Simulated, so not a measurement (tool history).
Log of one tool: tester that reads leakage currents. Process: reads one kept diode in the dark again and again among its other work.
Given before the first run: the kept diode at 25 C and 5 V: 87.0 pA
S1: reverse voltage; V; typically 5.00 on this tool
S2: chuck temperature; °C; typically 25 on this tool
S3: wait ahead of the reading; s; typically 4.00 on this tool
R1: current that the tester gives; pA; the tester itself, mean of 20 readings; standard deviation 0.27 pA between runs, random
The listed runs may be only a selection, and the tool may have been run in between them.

run	hour	S1	S2	S3	R1
1	0.0	5.00	25	4.00	86.72
2	79.3	5.00	25	4.00	87.52
3	137.6	5.00	25	4.00	88.00
4	185.8	5.00	25	4.00	88.62
5	255.8	2.45	25	4.00	58.43
6	315.6	2.45	25	4.00	58.35
7	361.4	5.00	25	4.98	89.72
8	436.3	4.56	25	4.98	85.81
9	502.5	4.56	36	4.98	224.48
10	539.7	4.56	36	2.64	224.78
11	594.8	4.56	36	2.64	225.56
12	686.1	5.00	25	4.00	92.67
13	760.4	5.00	25	4.00	94.02
14	851.5	5.00	25	4.00	94.67
15	935.8	5.00	25	4.00	95.90
16	1017.9	5.00	25	4.00	96.36
17	1100.4	5.00	29	4.00	137.88
18	1148.9	2.35	46	4.00	357.53
19	1201.2	5.98	38	4.93	331.41
# hour 1207.5: chuck's temperature calibrated
20	1244.4	1.03	36	0.47	99.85
21	1287.9	2.37	36	1.20	164.71
22	1352.0	2.37	36	1.20	164.96
23	1433.0	4.95	36	1.56	258.75
24	1490.6	4.95	36	1.56	260.09
25	1529.5	2.53	22	1.25	52.69
# hour 1599.1: chuck's temperature calibrated, once more
26	1599.1	1.32	22	0.55	30.66
27	1644.6	1.32	22	0.55	30.53
28	1685.1	1.32	27	0.55	48.06
29	1726.8	5.00	36	4.00	231.33
30	1780.7	5.00	33	9.12	180.44
31	1869.8	5.00	33	9.12	181.76
32	1939.0	3.66	46	2.07	437.77
33	2003.5	1.74	28	4.00	63.44
34	2081.0	4.64	25	0.75	89.87

Each row is a separate what-if for the run after 34, all from the same tool condition, not one after another. Results?
A	2168.2	1.02	21	0.46	?
B	2168.2	11.57	34	4.00	?
C	2168.2	4.64	25	2.02	?

run	R1
A	25.38
B	334.87
C	89.94
Without the tool's hidden state the same runs would have given:
run	R1
A	23.69
B	314.58
C	83.62
